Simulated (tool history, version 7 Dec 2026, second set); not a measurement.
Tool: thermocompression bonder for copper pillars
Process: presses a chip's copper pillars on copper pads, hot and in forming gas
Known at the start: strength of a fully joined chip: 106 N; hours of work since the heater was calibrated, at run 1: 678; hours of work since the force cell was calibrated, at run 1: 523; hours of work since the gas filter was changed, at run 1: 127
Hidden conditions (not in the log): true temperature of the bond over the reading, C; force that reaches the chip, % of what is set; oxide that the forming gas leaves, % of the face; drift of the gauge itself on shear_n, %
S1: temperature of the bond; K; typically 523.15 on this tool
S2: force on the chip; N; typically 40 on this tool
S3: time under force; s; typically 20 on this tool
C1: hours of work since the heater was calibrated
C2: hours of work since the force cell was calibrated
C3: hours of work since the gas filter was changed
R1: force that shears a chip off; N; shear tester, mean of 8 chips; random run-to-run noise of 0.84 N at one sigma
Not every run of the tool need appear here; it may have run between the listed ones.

Run 1, hour 0: usual settings; C1 678; C2 523; C3 127. Result: R1 66 N.
Run 2, hour 40.2: usual settings; C1 701; C2 546; C3 150. Result: R1 64.8 N.
Run 3, hour 79: usual settings but S3 32 s; C1 723; C2 568; C3 172. Result: R1 73.3 N.
Run 4, hour 105.3: usual settings but S3 32 s; C1 738; C2 582; C3 187. Result: R1 71.1 N.
At hour 130.2: forming gas filter changed.
Run 5, hour 137.4: usual settings but S2 27 N; C1 756; C2 600; C3 4. Result: R1 48.6 N.
Run 6, hour 173.1: usual settings but S1 503.15 K; C1 776; C2 621; C3 24. Result: R1 50.5 N.
Run 7, hour 202.3: usual settings but S3 29 s; C1 793; C2 637; C3 41. Result: R1 74.4 N.
Run 8, hour 223.6: usual settings but S3 29 s; C1 805; C2 649; C3 53. Result: R1 76 N.
Run 9, hour 261.4: usual settings but S3 29 s; C1 826; C2 671; C3 74. Result: R1 73.4 N.
Run 10, hour 299.2: usual settings but S1 502.15 K, S2 28 N, S3 29 s; C1 848; C2 692; C3 96. Result: R1 38.4 N.
Run 11, hour 323.4: usual settings but S1 502.15 K, S2 28 N, S3 29 s; C1 862; C2 706; C3 110. Result: R1 37.9 N.
Run 12, hour 358.9: usual settings but S2 49 N; C1 882; C2 726; C3 130. Result: R1 75.4 N.
Run 13, hour 378.9: usual settings; C1 893; C2 737; C3 141. Result: R1 65.3 N.
Run 14, hour 410.1: usual settings but S1 506.15 K, S2 58 N, S3 19 s; C1 911; C2 755; C3 159. Result: R1 66.9 N.
Run 15, hour 428.3: usual settings but S1 510.15 K, S2 47 N, S3 27 s; C1 921; C2 765; C3 169. Result: R1 66.1 N.
Run 16, hour 467.2: usual settings but S1 510.15 K, S2 47 N, S3 27 s; C1 943; C2 787; C3 191. Result: R1 65.2 N.
At hour 483.8: forming gas filter changed.
Run 17, hour 490.3: usual settings but S1 510.15 K, S2 47 N, S3 27 s; C1 956; C2 800; C3 4. Result: R1 70.1 N.

Alternative continuations, all from the tool just after run 17; predict every row:
Run A, hour 508: usual settings but S1 551.15 K, S2 57 N, S3 59 s; C1 966; C2 810; C3 14. Result: R1 ?.
Run B, hour 508: usual settings but S2 28 N, S3 27 s; C1 966; C2 810; C3 14. Result: R1 ?.
Run C, hour 508: usual settings but S1 545.15 K, S3 42 s; C1 966; C2 810; C3 14. Result: R1 ?.
Run D, hour 508: usual settings but S2 30 N; C1 966; C2 810; C3 14. Result: R1 ?.
Run E, hour 508: usual settings but S1 510.15 K, S2 47 N; C1 966; C2 810; C3 14. Result: R1 ?.

run     R1
  A  107.3
  B   56.6
  C   98.8
  D     54
  E   64.4
Take away the tool's hidden state, keep each run's random variation, and the runs would have read:
run     R1
  A  108.1
  B   59.5
  C  100.6
  D   56.8
  E   67.5
